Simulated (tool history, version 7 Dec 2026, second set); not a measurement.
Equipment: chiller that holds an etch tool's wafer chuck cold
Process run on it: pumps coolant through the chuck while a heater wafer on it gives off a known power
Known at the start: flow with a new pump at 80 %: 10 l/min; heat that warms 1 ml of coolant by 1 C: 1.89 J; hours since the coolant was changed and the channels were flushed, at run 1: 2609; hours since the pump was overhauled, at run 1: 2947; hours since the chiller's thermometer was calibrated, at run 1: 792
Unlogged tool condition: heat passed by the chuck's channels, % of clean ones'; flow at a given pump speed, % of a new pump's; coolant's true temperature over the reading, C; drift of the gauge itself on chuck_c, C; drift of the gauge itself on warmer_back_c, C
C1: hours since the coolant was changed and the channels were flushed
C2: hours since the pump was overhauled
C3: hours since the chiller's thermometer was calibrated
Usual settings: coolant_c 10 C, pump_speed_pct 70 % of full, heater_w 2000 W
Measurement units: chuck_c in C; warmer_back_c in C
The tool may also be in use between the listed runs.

run 1 hour=0 | coolant_c=10 pump_speed_pct=70 heater_w=2000 | C1=2609 C2=2947 C3=792 | chuck_c=25.3 warmer_back_c=7.62
run 2 hour=102.5 | coolant_c=10 pump_speed_pct=70 heater_w=2000 | C1=2711 C2=3050 C3=895 | chuck_c=25.5 warmer_back_c=7.58
run 3 hour=152.2 | coolant_c=10 pump_speed_pct=70 heater_w=1531 | C1=2761 C2=3099 C3=944 | chuck_c=22 warmer_back_c=5.79
run 4 hour=221.5 | coolant_c=10 pump_speed_pct=70 heater_w=2000 | C1=2830 C2=3169 C3=1014 | chuck_c=25.5 warmer_back_c=7.68
run 5 hour=305.8 | coolant_c=10 pump_speed_pct=66 heater_w=2000 | C1=2914 C2=3253 C3=1098 | chuck_c=26.3 warmer_back_c=8.14
run 6 hour=391.4 | coolant_c=10 pump_speed_pct=66 heater_w=2520 | C1=3000 C2=3338 C3=1183 | chuck_c=30.8 warmer_back_c=10.3
run 7 hour=468.8 | coolant_c=10 pump_speed_pct=66 heater_w=2000 | C1=3077 C2=3416 C3=1261 | chuck_c=26.3 warmer_back_c=8.15
run 8 hour=539.5 | coolant_c=10 pump_speed_pct=66 heater_w=2000 | C1=3148 C2=3487 C3=1332 | chuck_c=26.6 warmer_back_c=8.15
run 9 hour=603.3 | coolant_c=10 pump_speed_pct=70 heater_w=2000 | C1=3212 C2=3550 C3=1395 | chuck_c=25.7 warmer_back_c=7.67
run 10 hour=671.1 | coolant_c=1 pump_speed_pct=70 heater_w=2000 | C1=3280 C2=3618 C3=1463 | chuck_c=16.8 warmer_back_c=7.72
run 11 hour=763.3 | coolant_c=1 pump_speed_pct=70 heater_w=2000 | C1=3372 C2=3710 C3=1555 | chuck_c=16.8 warmer_back_c=7.73
run 12 hour=880.8 | coolant_c=1 pump_speed_pct=70 heater_w=2000 | C1=3489 C2=3828 C3=1673 | chuck_c=16.8 warmer_back_c=7.68
run 13 hour=985.4 | coolant_c=10 pump_speed_pct=70 heater_w=2000 | C1=3594 C2=3932 C3=1778 | chuck_c=25.8 warmer_back_c=7.69
run 14 hour=1064.6 | coolant_c=10 pump_speed_pct=70 heater_w=2000 | C1=3673 C2=4012 C3=1857 | chuck_c=26.1 warmer_back_c=7.71
run 15 hour=1122.2 | coolant_c=10 pump_speed_pct=70 heater_w=2000 | C1=3731 C2=4069 C3=1914 | chuck_c=26 warmer_back_c=7.78
run 16 hour=1235.6 | coolant_c=10 pump_speed_pct=70 heater_w=2146 | C1=3844 C2=4183 C3=2028 | chuck_c=27.2 warmer_back_c=8.32
-- hour=1252 coolant pump overhauled
run 17 hour=1311.8 | coolant_c=10 pump_speed_pct=70 heater_w=2146 | C1=3915 C2=60 C3=2099 | chuck_c=27.5 warmer_back_c=8.45
run 18 hour=1397.7 | coolant_c=7 pump_speed_pct=63 heater_w=1954 | C1=4001 C2=146 C3=2185 | chuck_c=24.3 warmer_back_c=8.59
run 19 hour=1478.8 | coolant_c=18 pump_speed_pct=70 heater_w=2000 | C1=4082 C2=227 C3=2266 | chuck_c=34.4 warmer_back_c=7.87
run 20 hour=1572.7 | coolant_c=13 pump_speed_pct=88 heater_w=2000 | C1=4176 C2=321 C3=2360 | chuck_c=26.6 warmer_back_c=6.19
run 21 hour=1692.6 | coolant_c=10 pump_speed_pct=62 heater_w=2394 | C1=4296 C2=441 C3=2480 | chuck_c=31.9 warmer_back_c=10.73
run 22 hour=1772 | coolant_c=6 pump_speed_pct=75 heater_w=2831 | C1=4376 C2=520 C3=2559 | chuck_c=28.3 warmer_back_c=10.42
run 23 hour=1879.4 | coolant_c=6 pump_speed_pct=75 heater_w=2831 | C1=4483 C2=627 C3=2667 | chuck_c=28.3 warmer_back_c=10.36
run 24 hour=1962.1 | coolant_c=16 pump_speed_pct=96 heater_w=2856 | C1=4566 C2=710 C3=2749 | chuck_c=34.7 warmer_back_c=8.13
-- hour=1975.1 coolant pump overhauled, once more
run 25 hour=2087.7 | coolant_c=6 pump_speed_pct=89 heater_w=2856 | C1=4686 C2=113 C3=2870 | chuck_c=24.6 warmer_back_c=7.96
run 26 hour=2174.2 | coolant_c=1 pump_speed_pct=77 heater_w=1489 | C1=4773 C2=199 C3=2956 | chuck_c=11.5 warmer_back_c=4.85
run 27 hour=2224.2 | coolant_c=18 pump_speed_pct=88 heater_w=2174 | C1=4823 C2=249 C3=3006 | chuck_c=32.1 warmer_back_c=6.15
run 28 hour=2281.3 | coolant_c=10 pump_speed_pct=85 heater_w=2455 | C1=4880 C2=306 C3=3063 | chuck_c=26.4 warmer_back_c=7.28
run 29 hour=2362.3 | coolant_c=3 pump_speed_pct=86 heater_w=2145 | C1=4961 C2=387 C3=3144 | chuck_c=17.3 warmer_back_c=6.24
run 30 hour=2482.8 | coolant_c=10 pump_speed_pct=81 heater_w=1141 | C1=5081 C2=508 C3=3265 | chuck_c=17.9 warmer_back_c=3.55
run 31 hour=2588.1 | coolant_c=10 pump_speed_pct=99 heater_w=2443 | C1=5187 C2=613 C3=3370 | chuck_c=24.5 warmer_back_c=6.13

Below are 3 alternative next runs, each starting from the tool's condition after run 31. Predict each:
run A hour=2671.7 | coolant_c=0 pump_speed_pct=72 heater_w=2000 | C1=5270 C2=697 C3=3454 | chuck_c=? warmer_back_c=?
run B hour=2671.7 | coolant_c=6 pump_speed_pct=99 heater_w=2359 | C1=5270 C2=697 C3=3454 | chuck_c=? warmer_back_c=?
run C hour=2671.7 | coolant_c=4 pump_speed_pct=88 heater_w=1665 | C1=5270 C2=697 C3=3454 | chuck_c=? warmer_back_c=?

run=A chuck_c=15.5 warmer_back_c=7.05
run=B chuck_c=20.1 warmer_back_c=5.92
run=C chuck_c=14.7 warmer_back_c=4.78
Had the tool no hidden state, the same runs would have come out as:
run=A chuck_c=13.8 warmer_back_c=7.08
run=B chuck_c=18.5 warmer_back_c=5.94
run=C chuck_c=13.6 warmer_back_c=4.8
